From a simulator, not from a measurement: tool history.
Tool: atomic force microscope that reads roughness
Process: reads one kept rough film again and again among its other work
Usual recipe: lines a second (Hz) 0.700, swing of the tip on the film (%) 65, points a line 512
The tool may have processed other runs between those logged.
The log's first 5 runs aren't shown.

| run | hour | lines a second (Hz) | swing of the tip on the film (%) | points a line | roughness of the kept film (nm (root mean square)) |
|---|---|---|---|---|---|
| 6 | 126.9 | 0.700 | 65 | 636 | 4.059 |
| 7 | 142.9 | 0.700 | 65 | 512 | 3.936 |
| 8 | 170.6 | 0.700 | 65 | 512 | 3.821 |
| 9 | 182.9 | 0.700 | 65 | 512 | 3.728 |
|  | 193.3 | new tip fitted |
| 10 | 211.3 | 0.700 | 65 | 512 | 4.773 |
| 11 | 233.6 | 0.700 | 58 | 512 | 4.651 |
| 12 | 260.8 | 0.700 | 58 | 512 | 4.508 |
|  | 264.5 | height scale calibrated on a step standard |
| 13 | 277.9 | 0.700 | 58 | 512 | 4.356 |
| 14 | 300.0 | 0.700 | 58 | 512 | 4.253 |
| 15 | 317.6 | 0.700 | 58 | 512 | 4.181 |
| 16 | 334.8 | 3.765 | 65 | 754 | 3.542 |

What will run 17 give?
| 17 | 361.1 | 3.531 | 65 | 265 | ? |

Run 17 gave roughness of the kept film (nm (root mean square)) 3.367.
On a tool with no hidden condition, and with the same random variation, this run would have come out at roughness of the kept film (nm (root mean square)) 4.274.

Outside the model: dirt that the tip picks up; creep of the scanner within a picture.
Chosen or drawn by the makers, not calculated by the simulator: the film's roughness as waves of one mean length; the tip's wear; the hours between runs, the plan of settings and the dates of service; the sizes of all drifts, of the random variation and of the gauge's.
